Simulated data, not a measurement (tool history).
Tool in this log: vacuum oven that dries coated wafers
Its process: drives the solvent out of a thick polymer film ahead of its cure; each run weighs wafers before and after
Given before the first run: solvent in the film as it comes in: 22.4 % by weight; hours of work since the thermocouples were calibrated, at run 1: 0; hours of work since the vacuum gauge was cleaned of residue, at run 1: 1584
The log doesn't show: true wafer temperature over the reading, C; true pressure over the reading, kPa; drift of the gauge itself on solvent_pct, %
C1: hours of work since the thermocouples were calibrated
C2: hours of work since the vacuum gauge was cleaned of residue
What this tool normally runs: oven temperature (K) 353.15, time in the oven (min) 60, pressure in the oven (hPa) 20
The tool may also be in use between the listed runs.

{"run": 1, "hour": 0.0, "oven temperature (K)": 353.15, "time in the oven (min)": 60, "pressure in the oven (hPa)": 20, "C1": 0, "C2": 1584, "solvent left in the film (%)": 2.45}
{"run": 2, "hour": 61.8, "oven temperature (K)": 362.15, "time in the oven (min)": 60, "pressure in the oven (hPa)": 20, "C1": 42, "C2": 1627, "solvent left in the film (%)": 1.12}
{"run": 3, "hour": 119.2, "oven temperature (K)": 362.15, "time in the oven (min)": 60, "pressure in the oven (hPa)": 20, "C1": 82, "C2": 1666, "solvent left in the film (%)": 1.1}
{"run": 4, "hour": 186.8, "oven temperature (K)": 353.15, "time in the oven (min)": 60, "pressure in the oven (hPa)": 20, "C1": 128, "C2": 1712, "solvent left in the film (%)": 2.37}
{"run": 5, "hour": 235.9, "oven temperature (K)": 353.15, "time in the oven (min)": 60, "pressure in the oven (hPa)": 20, "C1": 162, "C2": 1746, "solvent left in the film (%)": 2.41}
{"run": 6, "hour": 335.6, "oven temperature (K)": 353.15, "time in the oven (min)": 60, "pressure in the oven (hPa)": 20, "C1": 230, "C2": 1814, "solvent left in the film (%)": 2.43}
{"run": 7, "hour": 383.3, "oven temperature (K)": 366.15, "time in the oven (min)": 60, "pressure in the oven (hPa)": 20, "C1": 262, "C2": 1847, "solvent left in the film (%)": 0.86}
{"run": 8, "hour": 466.8, "oven temperature (K)": 366.15, "time in the oven (min)": 60, "pressure in the oven (hPa)": 20, "C1": 320, "C2": 1904, "solvent left in the film (%)": 0.92}
{"run": 9, "hour": 516.4, "oven temperature (K)": 352.15, "time in the oven (min)": 92, "pressure in the oven (hPa)": 20.7, "C1": 354, "C2": 1938, "solvent left in the film (%)": 1.81}
{"run": 10, "hour": 613.4, "oven temperature (K)": 352.15, "time in the oven (min)": 92, "pressure in the oven (hPa)": 20.7, "C1": 420, "C2": 2005, "solvent left in the film (%)": 1.81}
{"run": 11, "hour": 702.7, "oven temperature (K)": 352.15, "time in the oven (min)": 92, "pressure in the oven (hPa)": 20.7, "C1": 481, "C2": 2066, "solvent left in the film (%)": 1.8}
{"run": 12, "hour": 810.6, "oven temperature (K)": 352.15, "time in the oven (min)": 92, "pressure in the oven (hPa)": 20.7, "C1": 555, "C2": 2140, "solvent left in the film (%)": 1.82}
{"run": 13, "hour": 888.8, "oven temperature (K)": 352.15, "time in the oven (min)": 92, "pressure in the oven (hPa)": 20.7, "C1": 609, "C2": 2193, "solvent left in the film (%)": 1.81}
{"run": 14, "hour": 962.7, "oven temperature (K)": 352.15, "time in the oven (min)": 92, "pressure in the oven (hPa)": 20.7, "C1": 659, "C2": 2244, "solvent left in the film (%)": 1.8}
{"run": 15, "hour": 1069.4, "oven temperature (K)": 352.15, "time in the oven (min)": 92, "pressure in the oven (hPa)": 20.7, "C1": 732, "C2": 2317, "solvent left in the film (%)": 1.76}

5 options for the next run, each taken on its own from the tool as it stands now. Forecast them:
{"run": "A", "hour": 1174.2, "oven temperature (K)": 353.15, "time in the oven (min)": 54, "pressure in the oven (hPa)": 20, "C1": 804, "C2": 2389, "solvent left in the film (%)": "?"}
{"run": "B", "hour": 1174.2, "oven temperature (K)": 340.15, "time in the oven (min)": 60, "pressure in the oven (hPa)": 10.7, "C1": 804, "C2": 2389, "solvent left in the film (%)": "?"}
{"run": "C", "hour": 1174.2, "oven temperature (K)": 353.15, "time in the oven (min)": 102, "pressure in the oven (hPa)": 21.3, "C1": 804, "C2": 2389, "solvent left in the film (%)": "?"}
{"run": "D", "hour": 1174.2, "oven temperature (K)": 349.15, "time in the oven (min)": 80, "pressure in the oven (hPa)": 69.7, "C1": 804, "C2": 2389, "solvent left in the film (%)": "?"}
{"run": "E", "hour": 1174.2, "oven temperature (K)": 352.15, "time in the oven (min)": 56, "pressure in the oven (hPa)": 20.7, "C1": 804, "C2": 2389, "solvent left in the film (%)": "?"}

run=A solvent_left_in_the_film_(%)=2.75
run=B solvent_left_in_the_film_(%)=6.21
run=C solvent_left_in_the_film_(%)=1.71
run=D solvent_left_in_the_film_(%)=6.61
run=E solvent_left_in_the_film_(%)=2.92
Stripped of hidden state, with their random variation kept, the same runs would have yielded:
run=A solvent_left_in_the_film_(%)=2.74
run=B solvent_left_in_the_film_(%)=6.22
run=C solvent_left_in_the_film_(%)=1.69
run=D solvent_left_in_the_film_(%)=6.61
run=E solvent_left_in_the_film_(%)=2.92
